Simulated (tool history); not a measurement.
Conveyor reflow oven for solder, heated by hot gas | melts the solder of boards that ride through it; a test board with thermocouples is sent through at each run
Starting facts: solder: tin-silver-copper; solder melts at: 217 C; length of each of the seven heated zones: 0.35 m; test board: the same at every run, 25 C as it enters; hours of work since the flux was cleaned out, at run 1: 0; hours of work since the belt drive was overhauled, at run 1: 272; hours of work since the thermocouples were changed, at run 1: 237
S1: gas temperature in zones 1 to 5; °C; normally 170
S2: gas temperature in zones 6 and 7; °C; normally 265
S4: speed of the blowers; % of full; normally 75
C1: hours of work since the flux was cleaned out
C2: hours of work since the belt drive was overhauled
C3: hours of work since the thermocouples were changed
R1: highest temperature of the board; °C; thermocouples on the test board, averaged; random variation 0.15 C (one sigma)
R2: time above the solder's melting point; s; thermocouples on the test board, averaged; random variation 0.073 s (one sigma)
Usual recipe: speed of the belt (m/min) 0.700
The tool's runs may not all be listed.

Run 1, hour 0.0: usual settings; C1 0; C2 272; C3 237. Result: R1 252.1 °C, R2 44.81 s.
Run 2, hour 10.4: usual settings; C1 6; C2 278; C3 243. Result: R1 251.7 °C, R2 44.91 s.
Run 3, hour 19.6: usual settings; C1 12; C2 283; C3 249. Result: R1 251.7 °C, R2 44.87 s.
Run 4, hour 31.4: usual settings but speed of the belt (m/min) 0.818; C1 19; C2 290; C3 256. Result: R1 246.7 °C, R2 34.79 s.
Run 5, hour 48.4: usual settings but S4 57 % of full; C1 29; C2 301; C3 266. Result: R1 247.4 °C, R2 41.09 s.
Run 6, hour 60.4: usual settings but S2 279 °C; C1 36; C2 308; C3 273. Result: R1 263.9 °C, R2 50.26 s.
Run 7, hour 76.8: usual settings but S2 279 °C; C1 46; C2 318; C3 283. Result: R1 263.9 °C, R2 50.35 s.
Run 8, hour 85.7: usual settings; C1 51; C2 323; C3 288. Result: R1 251.5 °C, R2 44.56 s.
Run 9, hour 98.9: usual settings; C1 59; C2 331; C3 296. Result: R1 251.3 °C, R2 44.54 s.
Run 10, hour 108.7: usual settings; C1 65; C2 337; C3 302. Result: R1 251.2 °C, R2 44.34 s.
Run 11, hour 117.2: usual settings; C1 70; C2 342; C3 307. Result: R1 251.3 °C, R2 44.43 s.
Run 12, hour 132.1: usual settings but S2 280 °C; C1 79; C2 351; C3 316. Result: R1 264.5 °C, R2 50.62 s.
Run 13, hour 146.5: usual settings but S2 280 °C; C1 88; C2 359; C3 325. Result: R1 264.7 °C, R2 50.54 s.
Run 14, hour 162.8: usual settings but S2 280 °C; C1 97; C2 369; C3 334. Result: R1 264.4 °C, R2 50.50 s.
Run 15, hour 171.3: usual settings but S2 263 °C, speed of the belt (m/min) 0.638; C1 102; C2 374; C3 339. Result: R1 251.3 °C, R2 49.66 s.
Run 16, hour 184.1: usual settings but S2 263 °C, speed of the belt (m/min) 0.638; C1 110; C2 382; C3 347. Result: R1 251.5 °C, R2 49.68 s.
Run 17, hour 195.2: usual settings but S1 172 °C, S2 274 °C; C1 117; C2 388; C3 354. Result: R1 259.0 °C, R2 48.90 s.
Run 18, hour 208.6: usual settings but S1 183 °C, S2 258 °C, speed of the belt (m/min) 0.789; C1 125; C2 396; C3 362. Result: R1 243.3 °C, R2 37.83 s.
Run 19, hour 222.9: usual settings but S2 274 °C, speed of the belt (m/min) 0.738; C1 133; C2 405; C3 370. Result: R1 257.0 °C, R2 44.51 s.
Run 20, hour 237.2: usual settings but S2 264 °C, speed of the belt (m/min) 0.738; C1 142; C2 414; C3 379. Result: R1 248.1 °C, R2 39.98 s.
Run 21, hour 252.3: usual settings but S1 174 °C, S2 262 °C, speed of the belt (m/min) 0.738, S4 87 % of full; C1 151; C2 423; C3 388. Result: R1 249.0 °C, R2 42.14 s.
Run 22, hour 266.5: usual settings but S1 174 °C, S2 262 °C, speed of the belt (m/min) 0.738, S4 87 % of full; C1 159; C2 431; C3 396. Result: R1 248.7 °C, R2 41.96 s.
Run 23, hour 277.8: usual settings but S1 174 °C, S2 262 °C, speed of the belt (m/min) 0.738, S4 87 % of full; C1 166; C2 438; C3 403. Result: R1 248.8 °C, R2 42.08 s.
Run 24, hour 289.8: usual settings but S1 174 °C, S2 262 °C, speed of the belt (m/min) 0.738, S4 87 % of full; C1 173; C2 445; C3 410. Result: R1 248.6 °C, R2 42.07 s.
Run 25, hour 299.3: usual settings but S1 174 °C, S2 268 °C, speed of the belt (m/min) 0.790, S4 67 % of full; C1 179; C2 451; C3 416. Result: R1 248.2 °C, R2 37.25 s.
Run 26, hour 307.0: usual settings but S1 159 °C, speed of the belt (m/min) 0.633; C1 184; C2 455; C3 421. Result: R1 251.6 °C, R2 47.07 s.
Run 27, hour 320.3: usual settings but S1 159 °C, speed of the belt (m/min) 0.633; C1 192; C2 463; C3 429. Result: R1 251.4 °C, R2 47.06 s.
Run 28, hour 332.3: usual settings but S1 157 °C, S2 262 °C, speed of the belt (m/min) 0.592, S4 56 % of full; C1 199; C2 470; C3 436. Result: R1 246.1 °C, R2 45.25 s.

Selected run-to-run steps in R1, each split into two signed amounts: the part the tool would show with no hidden state at all (from settings, incoming material and random variation), and the remainder, which goes to the hidden state together with any gauge scatter not common to the measured and the hidden-state-free results:
Hidden state present: heat that the gas passes to the board, % of a clean oven's; belt's true speed, % of the reading; true gas temperature in zones 6 and 7 over the reading, C; drift of the gauge itself on peak_c, C; drift of the gauge itself on liquid_s, %.
Run 5 -> 6: S2 265 -> 279, S4 57 -> 75. R1 +16.5 °C: hidden state -0.2, all else +16.7.
Run 16 -> 17: S1 170 -> 172, S2 263 -> 274, speed of the belt (m/min) 0.638 -> 0.700. R1 +7.5 °C: hidden state -0.3, all else +7.8.
Run 17 -> 18: S1 172 -> 183, S2 274 -> 258, speed of the belt (m/min) 0.700 -> 0.789. R1 -15.7 °C: hidden state +0.1, all else -15.8.
